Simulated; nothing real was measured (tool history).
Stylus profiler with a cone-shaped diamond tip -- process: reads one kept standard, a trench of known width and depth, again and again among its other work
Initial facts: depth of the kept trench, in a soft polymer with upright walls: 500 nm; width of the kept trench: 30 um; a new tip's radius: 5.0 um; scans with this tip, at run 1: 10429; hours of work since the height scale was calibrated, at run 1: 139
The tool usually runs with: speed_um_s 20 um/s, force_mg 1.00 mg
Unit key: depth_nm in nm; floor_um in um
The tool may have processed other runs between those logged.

| run | hour | speed_um_s | force_mg | scans with this tip | hours of work since the height scale was calibrated | depth_nm | floor_um |
|---|---|---|---|---|---|---|---|
| 1 | 0.0 | 20 | 1.00 | 10429 | 139 | 503.03 | 22.94 |
| 2 | 93.5 | 20 | 1.00 | 10959 | 196 | 502.96 | 22.83 |
| 3 | 165.0 | 20 | 1.00 | 11365 | 239 | 502.94 | 22.77 |
|  | 253.9 | new tip fitted, height scale calibrated |
| 4 | 259.6 | 70 | 1.00 | 33 | 3 | 503.24 | 25.20 |
| 5 | 349.8 | 20 | 1.00 | 544 | 58 | 503.36 | 25.38 |
| 6 | 455.8 | 20 | 1.00 | 1146 | 122 | 503.22 | 25.23 |
| 7 | 522.6 | 20 | 1.00 | 1525 | 162 | 503.10 | 25.09 |
| 8 | 608.5 | 20 | 1.01 | 2012 | 214 | 502.97 | 24.86 |
| 9 | 704.2 | 20 | 1.01 | 2555 | 272 | 503.08 | 24.73 |
| 10 | 788.0 | 20 | 1.01 | 3030 | 323 | 502.78 | 24.65 |
| 11 | 850.8 | 20 | 1.00 | 3387 | 361 | 502.68 | 24.58 |
| 12 | 941.5 | 20 | 1.00 | 3901 | 415 | 502.68 | 24.45 |
| 13 | 1060.5 | 37 | 1.00 | 4577 | 487 | 502.63 | 24.14 |
| 14 | 1142.0 | 37 | 1.00 | 5039 | 536 | 502.22 | 24.10 |
| 15 | 1231.4 | 20 | 1.00 | 5546 | 590 | 502.20 | 24.09 |
| 16 | 1343.4 | 20 | 1.00 | 6181 | 658 | 502.41 | 23.91 |
| 17 | 1455.0 | 20 | 0.41 | 6815 | 726 | 500.37 | 23.67 |
| 18 | 1576.1 | 20 | 0.41 | 7502 | 799 | 500.25 | 23.56 |
| 19 | 1687.4 | 20 | 0.41 | 8133 | 866 | 500.41 | 23.40 |
|  | 1725.4 | height scale calibrated on a step standard |
| 20 | 1771.5 | 52 | 1.00 | 8607 | 28 | 501.31 | 23.16 |
| 21 | 1834.5 | 52 | 1.00 | 8965 | 66 | 501.30 | 23.06 |
| 22 | 1883.5 | 52 | 1.00 | 9243 | 96 | 501.06 | 23.00 |
| 23 | 2003.7 | 29 | 1.00 | 9925 | 168 | 501.00 | 23.03 |
|  | 2088.6 | height scale calibrated on a step standard, once more |
| 24 | 2093.7 | 29 | 1.00 | 10433 | 3 | 503.56 | 22.92 |
| 25 | 2200.6 | 17 | 2.62 | 11039 | 68 | 506.77 | 23.00 |
| 26 | 2312.5 | 13 | 0.92 | 11674 | 135 | 503.04 | 22.83 |
|  | 2351.0 | new tip fitted, height scale calibrated |
| 27 | 2424.4 | 7 | 0.47 | 417 | 44 | 501.74 | 25.42 |
| 28 | 2491.5 | 7 | 0.47 | 798 | 85 | 502.04 | 25.32 |
| 29 | 2591.6 | 5 | 0.97 | 1365 | 145 | 503.21 | 25.17 |
| 30 | 2705.6 | 5 | 0.97 | 2012 | 214 | 503.32 | 24.97 |
| 31 | 2776.9 | 5 | 0.97 | 2417 | 257 | 503.10 | 24.84 |
| 32 | 2857.3 | 28 | 2.34 | 2873 | 306 | 505.66 | 24.64 |
| 33 | 2976.6 | 49 | 1.28 | 3550 | 378 | 503.54 | 24.29 |
| 34 | 3065.8 | 49 | 1.28 | 4056 | 432 | 503.54 | 24.15 |
| 35 | 3130.8 | 49 | 1.28 | 4424 | 471 | 503.46 | 24.08 |
| 36 | 3181.1 | 24 | 1.18 | 4710 | 501 | 503.26 | 24.22 |
| 37 | 3297.5 | 24 | 1.18 | 5370 | 572 | 503.18 | 24.04 |

What will run 38 give?
| 38 | 3381.0 | 11 | 0.76 | 5844 | 622 | ? | ? |

{"run 38": {"depth_nm": 501.88, "floor_um": 23.96}}
The same run, on a tool lacking any hidden state, would have yielded depth_nm 502.98 nm, floor_um 25.52 um.
